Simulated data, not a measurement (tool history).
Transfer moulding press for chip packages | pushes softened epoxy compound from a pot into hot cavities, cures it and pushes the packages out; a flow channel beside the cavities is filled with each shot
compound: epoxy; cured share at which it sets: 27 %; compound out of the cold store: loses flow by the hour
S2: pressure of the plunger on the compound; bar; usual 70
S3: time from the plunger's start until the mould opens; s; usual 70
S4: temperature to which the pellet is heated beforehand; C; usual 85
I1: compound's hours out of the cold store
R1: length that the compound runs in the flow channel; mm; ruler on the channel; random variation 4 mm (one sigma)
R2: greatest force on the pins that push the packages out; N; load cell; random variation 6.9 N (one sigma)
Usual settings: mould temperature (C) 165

Run 1, hour 0: usual settings; I1 27.8. Result: R1 748 mm, R2 322 N.
Run 2, hour 15: usual settings; I1 31.2. Result: R1 735 mm, R2 408 N.
Run 3, hour 30: usual settings; I1 33.3. Result: R1 725 mm, R2 461 N.
At hour 40.9: cavities cleaned with cleaning compound and waxed.
Run 4, hour 44.2: usual settings; I1 28.7. Result: R1 734 mm, R2 569 N.
Run 5, hour 60: usual settings; I1 34.6. Result: R1 716 mm, R2 577 N.
At hour 75.4: plunger's sealing rings changed.
Run 6, hour 79.4: usual settings; I1 24.4. Result: R1 761 mm, R2 591 N.
At hour 85.9: cavities cleaned with cleaning compound and waxed.
Run 7, hour 97.5: usual settings but S2 87.7 bar; I1 10.8. Result: R1 908 mm, R2 408 N.
Run 8, hour 123.7: usual settings but S2 87.7 bar; I1 8.1. Result: R1 916 mm, R2 534 N.
At hour 128.8: cavities cleaned with cleaning compound and waxed.
Run 9, hour 149.4: usual settings but S3 56 s; I1 35.4. Result: R1 722 mm, R2 668 N.
Run 10, hour 164.4: usual settings but S3 56 s; I1 24.2. Result: R1 754 mm, R2 789 N.
At hour 172: cavities cleaned with cleaning compound and waxed.
Run 11, hour 179.2: usual settings but S3 56 s; I1 27.4. Result: R1 740 mm, R2 548 N.
Run 12, hour 194.5: usual settings but S3 105 s; I1 41.5. Result: R1 694 mm, R2 366 N.
At hour 198.9: cavities cleaned with cleaning compound and waxed, once more.
Run 13, hour 219.7: usual settings but S3 105 s; I1 40.1. Result: R1 704 mm, R2 373 N.
Run 14, hour 232.2: usual settings but S3 105 s; I1 35.4. Result: R1 712 mm, R2 406 N.
At hour 241.8: cavities cleaned with cleaning compound and waxed.
At hour 250.5: plunger's sealing rings changed.
Run 15, hour 250.6: usual settings but S3 105 s; I1 31.1. Result: R1 750 mm, R2 284 N.
Run 16, hour 265.6: usual settings but S3 105 s; I1 40.2. Result: R1 717 mm, R2 357 N.
At hour 287.7: cavities cleaned with cleaning compound and waxed.
Run 17, hour 289: usual settings but S3 105 s; I1 44.4. Result: R1 709 mm, R2 270 N.
Run 18, hour 302.6: usual settings but mould temperature (C) 158, S2 59 bar, S3 55 s, S4 90 C; I1 27. Result: R1 714 mm, R2 1068 N.
Run 19, hour 322.5: usual settings but mould temperature (C) 171; I1 25.8. Result: R1 746 mm, R2 421 N.
At hour 330.5: cavities cleaned with cleaning compound and waxed.
Run 20, hour 351.1: usual settings but S3 100 s; I1 41.6. Result: R1 708 mm, R2 375 N.
At hour 374.3: cavities cleaned with cleaning compound and waxed.
Run 21, hour 378.5: usual settings but mould temperature (C) 170, S2 62.4 bar, S3 79 s; I1 13.1. Result: R1 729 mm, R2 281 N.
At hour 388.3: mould's thermocouples calibrated.
Run 22, hour 402.3: usual settings but mould temperature (C) 170, S2 62.4 bar, S3 79 s; I1 14.5. Result: R1 717 mm, R2 381 N.
At hour 419.9: cavities cleaned with cleaning compound and waxed.
Run 23, hour 423.5: usual settings but mould temperature (C) 170, S2 87.3 bar, S3 57 s; I1 43.1. Result: R1 755 mm, R2 316 N.
At hour 428.5: plunger's sealing rings changed.
Run 24, hour 451.1: usual settings but mould temperature (C) 171, S2 87 bar, S3 57 s; I1 44. Result: R1 769 mm, R2 438 N.
At hour 466.1: cavities cleaned with cleaning compound and waxed.
Run 25, hour 474: usual settings but mould temperature (C) 168, S3 86 s; I1 22.5. Result: R1 764 mm, R2 298 N.
Run 26, hour 499.3: usual settings but S2 64.1 bar; I1 43.1. Result: R1 674 mm, R2 466 N.
At hour 510.3: cavities cleaned with cleaning compound and waxed.
Run 27, hour 514.6: usual settings but S2 64.1 bar, S3 60 s; I1 18.4. Result: R1 738 mm, R2 416 N.

5 ways to go on from here, each from the tool as it stands after run 27. What would each give?
Run A, hour 525.9: usual settings but S2 64.1 bar, S3 91 s; I1 22. Result: R1 ?, R2 ?.
Run B, hour 525.9: usual settings but S2 83.5 bar, S3 102 s, S4 93 C; I1 46. Result: R1 ?, R2 ?.
Run C, hour 525.9: usual settings but S2 64.1 bar, S3 103 s, S4 78 C; I1 15.4. Result: R1 ?, R2 ?.
Run D, hour 525.9: usual settings but mould temperature (C) 167, S2 64.1 bar, S3 50 s, S4 93 C; I1 15.8. Result: R1 ?, R2 ?.
Run E, hour 525.9: usual settings but S3 63 s; I1 33.9. Result: R1 ?, R2 ?.

run   R1   R2
  A  729  346
  B  749  343
  C  744  344
  D  738  673
  E  715  460
Stripped of hidden state, with their random variation kept, the same runs would have yielded:
run   R1   R2
  A  747  240
  B  767  238
  C  763  237
  D  756  468
  E  733  320

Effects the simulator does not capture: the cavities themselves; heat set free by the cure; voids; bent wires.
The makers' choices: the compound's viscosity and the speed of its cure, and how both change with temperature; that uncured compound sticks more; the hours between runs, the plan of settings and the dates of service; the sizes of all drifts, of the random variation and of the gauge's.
